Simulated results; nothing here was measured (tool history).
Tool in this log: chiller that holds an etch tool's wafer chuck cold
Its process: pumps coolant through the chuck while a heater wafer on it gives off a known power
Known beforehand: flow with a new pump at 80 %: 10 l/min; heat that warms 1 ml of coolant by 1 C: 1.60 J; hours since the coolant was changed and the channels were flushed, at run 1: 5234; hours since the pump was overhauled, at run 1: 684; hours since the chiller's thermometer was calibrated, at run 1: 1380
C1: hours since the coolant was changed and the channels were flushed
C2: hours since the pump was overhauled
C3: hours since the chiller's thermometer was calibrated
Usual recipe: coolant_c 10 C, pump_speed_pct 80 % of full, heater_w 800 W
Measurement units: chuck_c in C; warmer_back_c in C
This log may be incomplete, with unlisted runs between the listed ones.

Run 1, hour 0: usual settings; C1 5234; C2 684; C3 1380. Result: chuck_c 20.4 C, warmer_back_c 3.03 C.
Run 2, hour 79.9: usual settings; C1 5314; C2 764; C3 1460. Result: chuck_c 20.5 C, warmer_back_c 3.06 C.
Run 3, hour 136: usual settings; C1 5370; C2 820; C3 1516. Result: chuck_c 20.8 C, warmer_back_c 3.06 C.
Run 4, hour 182.5: usual settings; C1 5417; C2 867; C3 1562. Result: chuck_c 20.8 C, warmer_back_c 3.06 C.
Run 5, hour 245.6: usual settings; C1 5480; C2 930; C3 1625. Result: chuck_c 20.7 C, warmer_back_c 3.12 C.
Run 6, hour 320.8: usual settings; C1 5555; C2 1005; C3 1701. Result: chuck_c 20.8 C, warmer_back_c 3.04 C.
At hour 363.2: coolant changed, channels flushed.
Run 7, hour 365.6: usual settings; C1 2; C2 1044; C3 1740. Result: chuck_c 19.4 C, warmer_back_c 3.09 C.
Run 8, hour 434.8: usual settings; C1 72; C2 1113; C3 1809. Result: chuck_c 19.6 C, warmer_back_c 3.16 C.
Run 9, hour 505.4: usual settings; C1 142; C2 1184; C3 1879. Result: chuck_c 19.7 C, warmer_back_c 3.13 C.
Run 10, hour 581: usual settings but pump_speed_pct 84 % of full; C1 218; C2 1259; C3 1955. Result: chuck_c 19.2 C, warmer_back_c 2.93 C.
Run 11, hour 665.6: usual settings but pump_speed_pct 84 % of full; C1 302; C2 1344; C3 2040. Result: chuck_c 19.4 C, warmer_back_c 2.97 C.
At hour 676.2: coolant pump overhauled.
Run 12, hour 734.6: usual settings but pump_speed_pct 84 % of full; C1 366; C2 58; C3 2104. Result: chuck_c 19.3 C, warmer_back_c 2.95 C.
Run 13, hour 788.4: usual settings but pump_speed_pct 84 % of full; C1 420; C2 112; C3 2157. Result: chuck_c 19.4 C, warmer_back_c 2.91 C.
Run 14, hour 852: usual settings; C1 484; C2 176; C3 2221. Result: chuck_c 19.8 C, warmer_back_c 3.1 C.
Run 15, hour 930.8: usual settings but heater_w 542 W; C1 563; C2 255; C3 2300. Result: chuck_c 16.7 C, warmer_back_c 2.09 C.
Run 16, hour 972.4: usual settings; C1 604; C2 296; C3 2341. Result: chuck_c 20 C, warmer_back_c 3.17 C.

Run 17 comes next. What will it give?
Run 17, hour 1037.7: usual settings but coolant_c 7 C, heater_w 603 W; C1 670; C2 362; C3 2407. Result: chuck_c ?, warmer_back_c ?.

Run 17 produced chuck_c 14.5 C, warmer_back_c 2.34 C.
On a tool with no hidden condition, and with the same random variation, this run would have come out at chuck_c 14 C, warmer_back_c 2.24 C.
